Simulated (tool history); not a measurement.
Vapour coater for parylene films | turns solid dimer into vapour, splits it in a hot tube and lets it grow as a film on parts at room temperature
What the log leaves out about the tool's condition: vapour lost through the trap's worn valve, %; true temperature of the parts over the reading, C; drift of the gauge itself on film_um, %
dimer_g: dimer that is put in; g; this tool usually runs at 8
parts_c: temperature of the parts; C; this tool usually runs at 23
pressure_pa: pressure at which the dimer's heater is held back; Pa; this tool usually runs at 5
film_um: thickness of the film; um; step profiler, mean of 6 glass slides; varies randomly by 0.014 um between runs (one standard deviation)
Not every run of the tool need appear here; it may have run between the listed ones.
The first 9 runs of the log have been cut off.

run	day	dimer_g	parts_c	pressure_pa	hours of work since the trap's valve was overhauled	hours of work since the table's thermometer was calibrated	film_um
10	4.529	8	23	5	121	667	2.54
11	5.279	8	23	5	135	681	2.51
12	6.008	8	20	5	149	695	2.72
13	6.592	8	20	5	160	706	2.73
14	6.921	8	23	5	166	712	2.53
15	7.383	8	23	5	175	721	2.53
16	7.925	8	23	5	185	731	2.52
17	8.658	8	23	5	199	745	2.53
18	9.462	8	23	5	214	760	2.54
19	10.104	3	23	5	226	772	0.95
20	10.646	3	23	5	236	782	0.93
21	11.275	3	23	5	248	794	0.93
# day 12.171: trap's valve overhauled
# day 12.171: gauge calibrated
22	12.171	3	23	5	0	808	0.93
23	12.667	8	23	5	9	817	2.51
24	13.446	8	23	5	24	832	2.47
25	14.054	8	23	5	35	843	2.5
26	14.633	7	23	3.43	46	854	2.34
27	15.217	7	23	3.43	57	865	2.35
28	16.008	9	23	3.43	72	880	3.02
29	16.792	9	15	4.24	87	895	3.6

Forecast run 30:
30	17.488	9	15	4.24	100	908	?

{"run 30": {"film_um": 3.62}}
Without the tool's hidden state the same run would have given film_um 3.58 um.
